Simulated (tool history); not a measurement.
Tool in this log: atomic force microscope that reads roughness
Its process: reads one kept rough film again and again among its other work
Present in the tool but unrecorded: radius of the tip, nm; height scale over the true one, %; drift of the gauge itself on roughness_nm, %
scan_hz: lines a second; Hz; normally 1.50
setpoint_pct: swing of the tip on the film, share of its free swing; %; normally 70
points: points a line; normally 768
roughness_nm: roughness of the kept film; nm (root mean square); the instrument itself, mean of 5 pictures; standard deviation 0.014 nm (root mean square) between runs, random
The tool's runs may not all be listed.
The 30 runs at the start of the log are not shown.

run,day,scan_hz,setpoint_pct,points,pictures with this tip,hours of work since the height scale was calibrated,roughness_nm
31,33.462,1.35,58,406,179,67,3.122
32,34.317,0.76,55,303,200,76,3.108
33,35.096,2.45,56,768,220,85,3.025
34,36.321,2.45,56,518,250,98,3.006
35,37.204,0.74,56,518,273,108,3.046
36,38.112,1.50,68,284,295,118,2.883
# day 39.054: new tip fitted
37,39.479,0.68,57,323,11,133,3.411
38,40.288,1.50,67,397,31,142,3.298
39,41.146,1.15,67,370,53,151,3.282
40,42.567,3.41,67,471,88,167,3.048
41,43.838,3.41,67,471,120,180,3.026
42,44.908,3.41,67,957,147,192,2.958
43,45.933,3.41,67,957,173,204,2.937
44,46.812,1.58,77,562,195,213,2.956
45,48.258,1.50,70,961,231,229,3.016
46,49.471,0.61,58,768,262,242,3.073
47,50.496,0.61,58,768,287,254,3.059
48,51.142,0.61,59,483,304,261,3.004
# day 51.725: new tip fitted
49,51.775,0.61,59,483,1,267,3.442
50,52.804,0.51,57,483,27,279,3.410
51,54.171,0.51,57,483,61,294,3.379
52,55.021,0.51,57,257,82,303,3.294
53,55.762,2.49,64,304,101,311,3.086
54,56.592,0.62,82,685,122,320,3.136

Each row is a separate what-if for the run after 54, all from the same tool condition, not one after another. Results?
A,57.954,0.62,76,685,156,335,?
B,57.954,0.69,82,911,156,335,?
C,57.954,0.65,84,457,156,335,?

run,roughness_nm
A,3.124
B,3.088
C,3.086
The same runs, with their run-to-run variation unchanged, on a tool lacking any hidden condition would have given:
run,roughness_nm
A,3.390
B,3.351
C,3.349

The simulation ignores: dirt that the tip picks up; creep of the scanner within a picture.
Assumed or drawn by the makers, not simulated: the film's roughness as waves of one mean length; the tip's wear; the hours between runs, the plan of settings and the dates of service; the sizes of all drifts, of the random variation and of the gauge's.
